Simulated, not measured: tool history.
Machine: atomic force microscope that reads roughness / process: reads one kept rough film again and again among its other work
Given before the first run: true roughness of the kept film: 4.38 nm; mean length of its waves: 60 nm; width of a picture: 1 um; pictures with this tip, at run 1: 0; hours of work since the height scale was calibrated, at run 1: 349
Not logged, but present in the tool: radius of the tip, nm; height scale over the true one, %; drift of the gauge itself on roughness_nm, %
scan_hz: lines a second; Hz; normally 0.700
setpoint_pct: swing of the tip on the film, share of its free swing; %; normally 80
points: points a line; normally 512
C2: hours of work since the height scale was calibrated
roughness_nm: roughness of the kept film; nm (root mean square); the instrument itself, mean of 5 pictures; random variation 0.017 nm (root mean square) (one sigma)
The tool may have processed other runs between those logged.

Run 1, day 0.000: usual settings; pictures with this tip 0; C2 349. Result: roughness_nm 4.001 nm (root mean square).
Run 2, day 0.875: usual settings but scan_hz 0.920 Hz; pictures with this tip 25; C2 360. Result: roughness_nm 3.897 nm (root mean square).
Run 3, day 1.583: usual settings but scan_hz 0.920 Hz; pictures with this tip 44; C2 370. Result: roughness_nm 3.844 nm (root mean square).
Run 4, day 2.212: usual settings; pictures with this tip 62; C2 378. Result: roughness_nm 3.839 nm (root mean square).
Run 5, day 2.904: usual settings; pictures with this tip 81; C2 387. Result: roughness_nm 3.770 nm (root mean square).
Run 6, day 3.883: usual settings; pictures with this tip 109; C2 400. Result: roughness_nm 3.686 nm (root mean square).
At day 4.242: new tip fitted.
Run 7, day 4.775: usual settings; pictures with this tip 15; C2 411. Result: roughness_nm 3.972 nm (root mean square).
Run 8, day 5.346: usual settings but setpoint_pct 59 %; pictures with this tip 31; C2 419. Result: roughness_nm 4.080 nm (root mean square).
Run 9, day 6.300: usual settings but setpoint_pct 59 %; pictures with this tip 58; C2 431. Result: roughness_nm 3.954 nm (root mean square).
Run 10, day 7.208: usual settings but setpoint_pct 59 %; pictures with this tip 83; C2 443. Result: roughness_nm 3.923 nm (root mean square).
Run 11, day 8.033: usual settings but scan_hz 3.077 Hz, setpoint_pct 59 %; pictures with this tip 107; C2 454. Result: roughness_nm 3.648 nm (root mean square).
At day 8.488: new tip fitted.
Run 12, day 8.704: usual settings but scan_hz 3.077 Hz, setpoint_pct 59 %; pictures with this tip 6; C2 463. Result: roughness_nm 3.947 nm (root mean square).
Run 13, day 9.500: usual settings but scan_hz 3.077 Hz, setpoint_pct 59 %; pictures with this tip 28; C2 473. Result: roughness_nm 3.870 nm (root mean square).
Run 14, day 10.475: usual settings but scan_hz 2.885 Hz; pictures with this tip 55; C2 486. Result: roughness_nm 3.376 nm (root mean square).
Run 15, day 10.938: usual settings but scan_hz 2.885 Hz; pictures with this tip 68; C2 492. Result: roughness_nm 3.338 nm (root mean square).
Run 16, day 11.783: usual settings but scan_hz 2.885 Hz; pictures with this tip 92; C2 503. Result: roughness_nm 3.280 nm (root mean square).
At day 12.721: new tip fitted.
Run 17, day 12.817: usual settings but scan_hz 2.885 Hz; pictures with this tip 2; C2 516. Result: roughness_nm 3.484 nm (root mean square).
Run 18, day 13.392: usual settings but scan_hz 2.885 Hz; pictures with this tip 19; C2 524. Result: roughness_nm 3.474 nm (root mean square).
Run 19, day 13.917: usual settings but scan_hz 1.516 Hz, setpoint_pct 79 %, points 971; pictures with this tip 33; C2 531. Result: roughness_nm 3.738 nm (root mean square).
Run 20, day 14.696: usual settings but scan_hz 1.279 Hz, setpoint_pct 87 %; pictures with this tip 55; C2 541. Result: roughness_nm 3.565 nm (root mean square).
At day 14.788: height scale calibrated on a step standard.
Run 21, day 15.662: usual settings but scan_hz 1.279 Hz, setpoint_pct 87 %; pictures with this tip 81; C2 11. Result: roughness_nm 3.507 nm (root mean square).
Run 22, day 16.683: usual settings but scan_hz 1.668 Hz, setpoint_pct 85 %, points 295; pictures with this tip 110; C2 25. Result: roughness_nm 3.344 nm (root mean square).
At day 16.988: new tip fitted.
Run 23, day 17.521: usual settings but setpoint_pct 59 %; pictures with this tip 14; C2 36. Result: roughness_nm 4.101 nm (root mean square).
Run 24, day 17.967: usual settings but setpoint_pct 59 %; pictures with this tip 27; C2 41. Result: roughness_nm 4.067 nm (root mean square).
Run 25, day 18.925: usual settings but scan_hz 0.555 Hz, setpoint_pct 78 %, points 276; pictures with this tip 54; C2 54. Result: roughness_nm 3.901 nm (root mean square).
Run 26, day 19.688: usual settings but scan_hz 3.090 Hz, setpoint_pct 78 %, points 264; pictures with this tip 75; C2 64. Result: roughness_nm 3.324 nm (root mean square).
At day 19.988: height scale calibrated on a step standard, once more.
Run 27, day 20.542: usual settings but scan_hz 0.610 Hz, setpoint_pct 82 %, points 347; pictures with this tip 98; C2 7. Result: roughness_nm 3.748 nm (root mean square).
At day 21.312: new tip fitted.
Run 28, day 21.562: usual settings but scan_hz 1.614 Hz, setpoint_pct 55 %, points 332; pictures with this tip 7; C2 20. Result: roughness_nm 4.086 nm (root mean square).
Run 29, day 22.396: usual settings but setpoint_pct 82 %, points 265; pictures with this tip 30; C2 31. Result: roughness_nm 3.910 nm (root mean square).

3 options for the next run, each taken on its own from the tool as it stands now. Forecast them:
Run A, day 22.933: usual settings but scan_hz 3.765 Hz, setpoint_pct 70 %, points 296; pictures with this tip 45; C2 38. Result: roughness_nm ?.
Run B, day 22.933: usual settings but scan_hz 1.016 Hz, setpoint_pct 71 %; pictures with this tip 45; C2 38. Result: roughness_nm ?.
Run C, day 22.933: usual settings but setpoint_pct 82 %, points 292; pictures with this tip 45; C2 38. Result: roughness_nm ?.

run  roughness_nm
  A         3.525
  B         3.910
  C         3.836
With no hidden state in the tool, these same runs would have given:
run  roughness_nm
  A         3.668
  B         4.069
  C         3.993
